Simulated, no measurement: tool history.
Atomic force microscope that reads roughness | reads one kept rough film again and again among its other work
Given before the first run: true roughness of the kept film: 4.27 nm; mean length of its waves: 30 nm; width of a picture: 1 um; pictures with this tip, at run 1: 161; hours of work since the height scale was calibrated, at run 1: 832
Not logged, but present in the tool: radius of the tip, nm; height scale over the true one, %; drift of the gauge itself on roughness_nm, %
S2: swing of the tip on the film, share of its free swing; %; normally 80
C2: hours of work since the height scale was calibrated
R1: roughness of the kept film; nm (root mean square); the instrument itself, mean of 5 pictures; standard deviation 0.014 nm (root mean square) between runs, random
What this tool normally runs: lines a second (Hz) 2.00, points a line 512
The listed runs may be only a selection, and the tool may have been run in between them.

Run 1, hour 0.0: usual settings; pictures with this tip 161; C2 832. Result: R1 3.429 nm (root mean square).
Run 2, hour 29.4: usual settings but points a line 367; pictures with this tip 192; C2 848. Result: R1 3.433 nm (root mean square).
Run 3, hour 59.4: usual settings but points a line 293; pictures with this tip 223; C2 865. Result: R1 3.404 nm (root mean square).
Run 4, hour 90.8: usual settings but points a line 293; pictures with this tip 256; C2 883. Result: R1 3.381 nm (root mean square).
Run 5, hour 113.8: usual settings but points a line 293; pictures with this tip 280; C2 896. Result: R1 3.417 nm (root mean square).
Run 6, hour 145.8: usual settings but points a line 293; pictures with this tip 314; C2 914. Result: R1 3.406 nm (root mean square).
At hour 165.0: new tip fitted.
Run 7, hour 176.2: usual settings but points a line 293; pictures with this tip 12; C2 931. Result: R1 3.414 nm (root mean square).
Run 8, hour 211.8: usual settings but points a line 293; pictures with this tip 49; C2 951. Result: R1 3.399 nm (root mean square).
Run 9, hour 246.7: usual settings; pictures with this tip 86; C2 971. Result: R1 3.458 nm (root mean square).
Run 10, hour 274.2: usual settings; pictures with this tip 115; C2 986. Result: R1 3.450 nm (root mean square).
Run 11, hour 317.4: usual settings; pictures with this tip 160; C2 1011. Result: R1 3.453 nm (root mean square).
Run 12, hour 355.1: usual settings; pictures with this tip 200; C2 1032. Result: R1 3.456 nm (root mean square).
Run 13, hour 401.3: usual settings but S2 89 %; pictures with this tip 248; C2 1058. Result: R1 3.284 nm (root mean square).
Run 14, hour 446.4: usual settings but S2 89 %; pictures with this tip 295; C2 1084. Result: R1 3.297 nm (root mean square).
Run 15, hour 472.8: usual settings but S2 89 %; pictures with this tip 323; C2 1099. Result: R1 3.298 nm (root mean square).
At hour 482.2: new tip fitted.
Run 16, hour 513.7: usual settings but lines a second (Hz) 1.19; pictures with this tip 33; C2 1122. Result: R1 3.540 nm (root mean square).
Run 17, hour 546.7: usual settings but lines a second (Hz) 1.19; pictures with this tip 68; C2 1140. Result: R1 3.572 nm (root mean square).
Run 18, hour 569.4: usual settings but lines a second (Hz) 1.19; pictures with this tip 91; C2 1153. Result: R1 3.545 nm (root mean square).
Run 19, hour 597.9: usual settings but lines a second (Hz) 1.19; pictures with this tip 121; C2 1169. Result: R1 3.567 nm (root mean square).
Run 20, hour 625.7: usual settings but lines a second (Hz) 1.19; pictures with this tip 150; C2 1185. Result: R1 3.580 nm (root mean square).
Run 21, hour 656.7: usual settings but lines a second (Hz) 1.19; pictures with this tip 183; C2 1203. Result: R1 3.555 nm (root mean square).
Run 22, hour 692.3: usual settings but lines a second (Hz) 1.19, S2 76 %, points a line 887; pictures with this tip 220; C2 1223. Result: R1 3.588 nm (root mean square).
Run 23, hour 714.2: usual settings but lines a second (Hz) 1.19, S2 76 %, points a line 887; pictures with this tip 243; C2 1235. Result: R1 3.573 nm (root mean square).
Run 24, hour 750.9: usual settings but lines a second (Hz) 1.19, S2 76 %, points a line 773; pictures with this tip 282; C2 1256. Result: R1 3.597 nm (root mean square).
Run 25, hour 786.7: usual settings but lines a second (Hz) 1.05, S2 59 %; pictures with this tip 319; C2 1276. Result: R1 3.674 nm (root mean square).
At hour 797.3: new tip fitted.
Run 26, hour 821.6: usual settings but points a line 997; pictures with this tip 25; C2 1296. Result: R1 3.456 nm (root mean square).
Run 27, hour 870.0: usual settings but lines a second (Hz) 1.38, S2 61 %, points a line 413; pictures with this tip 76; C2 1323. Result: R1 3.698 nm (root mean square).
Run 28, hour 893.0: usual settings but lines a second (Hz) 1.38, S2 61 %, points a line 413; pictures with this tip 100; C2 1336. Result: R1 3.722 nm (root mean square).
Run 29, hour 916.3: usual settings but lines a second (Hz) 3.05; pictures with this tip 124; C2 1349. Result: R1 3.300 nm (root mean square).
Run 30, hour 938.5: usual settings but lines a second (Hz) 2.79, S2 59 %, points a line 520; pictures with this tip 147; C2 1362. Result: R1 3.612 nm (root mean square).
Run 31, hour 983.5: usual settings but lines a second (Hz) 2.26, points a line 468; pictures with this tip 195; C2 1387. Result: R1 3.401 nm (root mean square).
Run 32, hour 1027.6: usual settings but lines a second (Hz) 1.99, S2 56 %, points a line 266; pictures with this tip 241; C2 1412. Result: R1 3.624 nm (root mean square).
Run 33, hour 1070.1: usual settings but lines a second (Hz) 1.99, S2 56 %, points a line 266; pictures with this tip 285; C2 1436. Result: R1 3.635 nm (root mean square).
At hour 1115.9: new tip fitted.
Run 34, hour 1116.2: usual settings but lines a second (Hz) 0.82, S2 62 %, points a line 271; pictures with this tip 0; C2 1462. Result: R1 3.658 nm (root mean square).
At hour 1137.4: height scale calibrated on a step standard.
Run 35, hour 1151.8: usual settings but lines a second (Hz) 2.54, S2 77 %, points a line 376; pictures with this tip 36; C2 8. Result: R1 3.409 nm (root mean square).
Run 36, hour 1187.6: usual settings but lines a second (Hz) 2.54, S2 77 %, points a line 376; pictures with this tip 74; C2 28. Result: R1 3.424 nm (root mean square).

How the hidden state differs across the entries between the runs, from the last listed run before each to the first after it:
Runs 6 to 7: new tip fitted (hour 165.0)
  radius of the tip, nm: 7.1 -> 7
Runs 15 to 16: new tip fitted (hour 482.2)
  radius of the tip, nm: 7.1 -> 7
Runs 25 to 26: new tip fitted (hour 797.3)
  radius of the tip, nm: 7.1 -> 7
Runs 33 to 34: new tip fitted (hour 1115.9)
  radius of the tip, nm: 7.1 -> 7
Runs 34 to 35: height scale calibrated on a step standard (hour 1137.4)
  height scale over the true one, %: 0.02 -> 0

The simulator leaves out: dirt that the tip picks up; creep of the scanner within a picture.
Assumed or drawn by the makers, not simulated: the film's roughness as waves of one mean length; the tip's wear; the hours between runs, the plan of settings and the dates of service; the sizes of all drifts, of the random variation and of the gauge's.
